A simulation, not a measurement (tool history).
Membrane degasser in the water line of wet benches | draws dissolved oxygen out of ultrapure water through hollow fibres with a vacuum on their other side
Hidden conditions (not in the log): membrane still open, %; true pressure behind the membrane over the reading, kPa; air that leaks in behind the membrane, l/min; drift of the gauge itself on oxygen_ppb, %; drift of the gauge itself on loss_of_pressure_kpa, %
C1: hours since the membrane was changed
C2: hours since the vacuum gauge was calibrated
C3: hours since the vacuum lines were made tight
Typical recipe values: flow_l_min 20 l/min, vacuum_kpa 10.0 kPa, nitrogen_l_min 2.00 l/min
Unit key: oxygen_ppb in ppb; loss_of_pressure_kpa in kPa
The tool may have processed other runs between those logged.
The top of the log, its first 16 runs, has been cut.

{"run": 17, "day": 57.258, "flow_l_min": 20, "vacuum_kpa": 10.0, "nitrogen_l_min": 2.0, "C1": 6116, "C2": 1029, "C3": 1973, "oxygen_ppb": 313.7, "loss_of_pressure_kpa": 41.12}
{"run": 18, "day": 59.725, "flow_l_min": 14, "vacuum_kpa": 10.0, "nitrogen_l_min": 2.22, "C1": 6175, "C2": 1088, "C3": 2032, "oxygen_ppb": 159.3, "loss_of_pressure_kpa": 29.21}
{"run": 19, "day": 62.562, "flow_l_min": 14, "vacuum_kpa": 17.0, "nitrogen_l_min": 2.0, "C1": 6243, "C2": 1157, "C3": 2101, "oxygen_ppb": 281.2, "loss_of_pressure_kpa": 28.79}
{"run": 20, "day": 66.575, "flow_l_min": 14, "vacuum_kpa": 17.0, "nitrogen_l_min": 2.0, "C1": 6339, "C2": 1253, "C3": 2197, "oxygen_ppb": 280.7, "loss_of_pressure_kpa": 28.89}
{"run": 21, "day": 69.938, "flow_l_min": 14, "vacuum_kpa": 6.7, "nitrogen_l_min": 5.1, "C1": 6420, "C2": 1334, "C3": 2278, "oxygen_ppb": 79.1, "loss_of_pressure_kpa": 28.89}
{"run": 22, "day": 72.733, "flow_l_min": 20, "vacuum_kpa": 22.7, "nitrogen_l_min": 2.55, "C1": 6487, "C2": 1401, "C3": 2345, "oxygen_ppb": 508.9, "loss_of_pressure_kpa": 41.4}
{"run": 23, "day": 76.283, "flow_l_min": 20, "vacuum_kpa": 17.6, "nitrogen_l_min": 2.45, "C1": 6572, "C2": 1486, "C3": 2430, "oxygen_ppb": 427.7, "loss_of_pressure_kpa": 41.5}
{"run": 24, "day": 80.771, "flow_l_min": 13, "vacuum_kpa": 17.6, "nitrogen_l_min": 3.01, "C1": 6680, "C2": 1594, "C3": 2537, "oxygen_ppb": 195.6, "loss_of_pressure_kpa": 26.83}
{"run": 25, "day": 85.033, "flow_l_min": 21, "vacuum_kpa": 17.6, "nitrogen_l_min": 4.57, "C1": 6782, "C2": 1696, "C3": 2640, "oxygen_ppb": 340.3, "loss_of_pressure_kpa": 43.09}
{"run": 26, "day": 89.704, "flow_l_min": 17, "vacuum_kpa": 22.3, "nitrogen_l_min": 1.68, "C1": 6894, "C2": 1808, "C3": 2752, "oxygen_ppb": 534.1, "loss_of_pressure_kpa": 34.86}
{"run": 27, "day": 93.45, "flow_l_min": 20, "vacuum_kpa": 19.0, "nitrogen_l_min": 1.96, "C1": 6984, "C2": 1898, "C3": 2842, "oxygen_ppb": 522.5, "loss_of_pressure_kpa": 41.51}
{"run": 28, "day": 96.958, "flow_l_min": 20, "vacuum_kpa": 19.0, "nitrogen_l_min": 1.96, "C1": 7069, "C2": 1982, "C3": 2926, "oxygen_ppb": 525.4, "loss_of_pressure_kpa": 41.08}
{"run": 29, "day": 100.162, "flow_l_min": 20, "vacuum_kpa": 19.7, "nitrogen_l_min": 0.85, "C1": 7145, "C2": 2059, "C3": 3003, "oxygen_ppb": 927.5, "loss_of_pressure_kpa": 41.44}
{"run": 30, "day": 103.5, "flow_l_min": 20, "vacuum_kpa": 19.7, "nitrogen_l_min": 0.85, "C1": 7225, "C2": 2139, "C3": 3083, "oxygen_ppb": 916.9, "loss_of_pressure_kpa": 41.48}
{"run": 31, "day": 107.388, "flow_l_min": 26, "vacuum_kpa": 10.0, "nitrogen_l_min": 3.73, "C1": 7319, "C2": 2232, "C3": 3176, "oxygen_ppb": 421.4, "loss_of_pressure_kpa": 53.81}
{"run": 32, "day": 112.208, "flow_l_min": 29, "vacuum_kpa": 15.7, "nitrogen_l_min": 1.36, "C1": 7435, "C2": 2348, "C3": 3292, "oxygen_ppb": 922.7, "loss_of_pressure_kpa": 59.66}

3 ways to go on from here, each from the tool as it stands after run 32. What would each give?
{"run": "A", "day": 116.079, "flow_l_min": 12, "vacuum_kpa": 24.0, "nitrogen_l_min": 5.94, "C1": 7527, "C2": 2441, "C3": 3385, "oxygen_ppb": "?", "loss_of_pressure_kpa": "?"}
{"run": "B", "day": 116.079, "flow_l_min": 31, "vacuum_kpa": 15.7, "nitrogen_l_min": 4.59, "C1": 7527, "C2": 2441, "C3": 3385, "oxygen_ppb": "?", "loss_of_pressure_kpa": "?"}
{"run": "C", "day": 116.079, "flow_l_min": 20, "vacuum_kpa": 16.5, "nitrogen_l_min": 2.0, "C1": 7527, "C2": 2441, "C3": 3385, "oxygen_ppb": "?", "loss_of_pressure_kpa": "?"}

run=A oxygen_ppb=137.9 loss_of_pressure_kpa=25.01
run=B oxygen_ppb=646.6 loss_of_pressure_kpa=64.12
run=C oxygen_ppb=468.7 loss_of_pressure_kpa=41.74
Had the tool no hidden state, the same runs would have come out as:
run=A oxygen_ppb=128.7 loss_of_pressure_kpa=23.94
run=B oxygen_ppb=589.6 loss_of_pressure_kpa=61.36
run=C oxygen_ppb=438.1 loss_of_pressure_kpa=39.95

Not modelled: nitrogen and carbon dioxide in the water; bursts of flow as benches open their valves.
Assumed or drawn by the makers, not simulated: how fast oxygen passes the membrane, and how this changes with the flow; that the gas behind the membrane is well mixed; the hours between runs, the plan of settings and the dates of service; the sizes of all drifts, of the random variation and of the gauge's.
